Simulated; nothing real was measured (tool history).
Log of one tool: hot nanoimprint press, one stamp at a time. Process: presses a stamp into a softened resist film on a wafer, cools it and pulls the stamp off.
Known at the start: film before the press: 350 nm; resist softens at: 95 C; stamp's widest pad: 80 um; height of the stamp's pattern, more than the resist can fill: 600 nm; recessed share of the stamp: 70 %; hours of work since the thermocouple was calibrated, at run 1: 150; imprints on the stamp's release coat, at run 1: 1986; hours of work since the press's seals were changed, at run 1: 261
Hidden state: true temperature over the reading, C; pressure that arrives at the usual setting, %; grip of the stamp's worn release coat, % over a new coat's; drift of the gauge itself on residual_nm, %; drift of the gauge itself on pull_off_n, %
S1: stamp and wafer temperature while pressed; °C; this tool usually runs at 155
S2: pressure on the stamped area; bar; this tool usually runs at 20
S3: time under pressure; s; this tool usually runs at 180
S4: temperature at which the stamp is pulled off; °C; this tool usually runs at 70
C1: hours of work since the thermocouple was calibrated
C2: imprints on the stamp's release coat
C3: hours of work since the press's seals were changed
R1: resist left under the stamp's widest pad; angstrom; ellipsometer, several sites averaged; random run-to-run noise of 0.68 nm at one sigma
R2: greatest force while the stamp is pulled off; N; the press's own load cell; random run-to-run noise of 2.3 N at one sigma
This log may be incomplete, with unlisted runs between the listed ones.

Run 1, hour 0: usual settings; C1 150; C2 1986; C3 261. Result: R1 1488 angstrom, R2 184 N.
Run 2, hour 35.2: usual settings; C1 171; C2 2104; C3 282. Result: R1 1494 angstrom, R2 195 N.
Run 3, hour 91: usual settings; C1 203; C2 2293; C3 314. Result: R1 1486 angstrom, R2 194 N.
Run 4, hour 127.2: usual settings; C1 224; C2 2415; C3 335. Result: R1 1476 angstrom, R2 207 N.
At hour 162.5: stamp cleaned and given a new release coat.
Run 5, hour 176.6: usual settings; C1 249; C2 47; C3 360. Result: R1 1469 angstrom, R2 103 N.
Run 6, hour 215.3: usual settings; C1 272; C2 177; C3 383. Result: R1 1480 angstrom, R2 105 N.
Run 7, hour 249.9: usual settings; C1 292; C2 294; C3 403. Result: R1 1463 angstrom, R2 114 N.
Run 8, hour 300.8: usual settings; C1 321; C2 465; C3 432. Result: R1 1448 angstrom, R2 122 N.
At hour 338.5: plate thermocouple calibrated.
Run 9, hour 340.8: usual settings but S3 292 s; C1 1; C2 590; C3 454. Result: R1 1176 angstrom, R2 121 N.
Run 10, hour 368: usual settings but S3 292 s; C1 17; C2 682; C3 470. Result: R1 1169 angstrom, R2 129 N.
Run 11, hour 423.5: usual settings but S2 31.5 bar; C1 49; C2 869; C3 502. Result: R1 1151 angstrom, R2 135 N.
Run 12, hour 470.8: usual settings but S2 31.5 bar; C1 77; C2 1028; C3 529. Result: R1 1151 angstrom, R2 134 N.
Run 13, hour 497.5: usual settings; C1 92; C2 1118; C3 545. Result: R1 1399 angstrom, R2 147 N.
Run 14, hour 541.2: usual settings; C1 118; C2 1266; C3 570. Result: R1 1409 angstrom, R2 151 N.
Run 15, hour 567: usual settings; C1 133; C2 1353; C3 585. Result: R1 1409 angstrom, R2 150 N.
Run 16, hour 600.8: usual settings but S1 161 °C; C1 152; C2 1466; C3 605. Result: R1 953 angstrom, R2 161 N.
Run 17, hour 641.8: usual settings but S1 161 °C, S3 265 s, S4 64 °C; C1 176; C2 1604; C3 628. Result: R1 805 angstrom, R2 178 N.
At hour 674.2: plate thermocouple calibrated, once more.
Run 18, hour 674.2: usual settings but S1 161 °C, S3 265 s, S4 64 °C; C1 0; C2 1704; C3 645. Result: R1 878 angstrom, R2 185 N.
Run 19, hour 706.7: usual settings but S1 161 °C, S3 265 s, S4 64 °C; C1 19; C2 1813; C3 664. Result: R1 864 angstrom, R2 198 N.
Run 20, hour 759.2: usual settings but S2 19.9 bar, S4 61 °C; C1 49; C2 1990; C3 695. Result: R1 1505 angstrom, R2 205 N.
Run 21, hour 813.1: usual settings but S2 19.9 bar, S4 61 °C; C1 81; C2 2172; C3 726. Result: R1 1496 angstrom, R2 224 N.
Run 22, hour 848.9: usual settings but S2 22.6 bar, S3 316 s; C1 101; C2 2292; C3 747. Result: R1 1126 angstrom, R2 196 N.
Run 23, hour 884.9: usual settings but S2 28.7 bar, S3 120 s, S4 60 °C; C1 122; C2 2414; C3 768. Result: R1 1493 angstrom, R2 230 N.
At hour 916.6: stamp cleaned and given a new release coat.
Run 24, hour 919.4: usual settings but S2 28.7 bar, S3 120 s, S4 60 °C; C1 139; C2 10; C3 784. Result: R1 1489 angstrom, R2 117 N.
Run 25, hour 976.3: usual settings but S2 20.1 bar; C1 172; C2 202; C3 817. Result: R1 1477 angstrom, R2 107 N.
Run 26, hour 1030: usual settings but S2 20.1 bar; C1 203; C2 382; C3 848. Result: R1 1466 angstrom, R2 112 N.
Run 27, hour 1070.6: usual settings but S2 20.1 bar, S3 247 s, S4 75 °C; C1 226; C2 519; C3 872. Result: R1 1288 angstrom, R2 113 N.
Run 28, hour 1108.7: usual settings but S4 68 °C; C1 248; C2 648; C3 894. Result: R1 1459 angstrom, R2 129 N.
Run 29, hour 1156: usual settings but S1 147 °C, S2 29.6 bar, S3 145 s; C1 276; C2 807; C3 921. Result: R1 2215 angstrom, R2 138 N.

Predict each of these 4 candidate next runs independently; none follows another, all start after run 29:
Run A, hour 1179.9: usual settings but S2 29.6 bar, S3 201 s; C1 290; C2 888; C3 935. Result: R1 ?, R2 ?.
Run B, hour 1179.9: usual settings but S1 147 °C, S2 28.3 bar, S3 145 s; C1 290; C2 888; C3 935. Result: R1 ?, R2 ?.
Run C, hour 1179.9: usual settings but S3 318 s, S4 62 °C; C1 290; C2 888; C3 935. Result: R1 ?, R2 ?.
Run D, hour 1179.9: usual settings but S1 164 °C, S2 13.9 bar; C1 290; C2 888; C3 935. Result: R1 ?, R2 ?.

run    R1   R2
  A  1170  137
  B  2248  138
  C  1163  150
  D   977  135
With the hidden condition removed and each run's random variation left untouched, the same runs would have given:
run    R1   R2
  A  1174  104
  B  2270  105
  C  1187  114
  D  1000  102
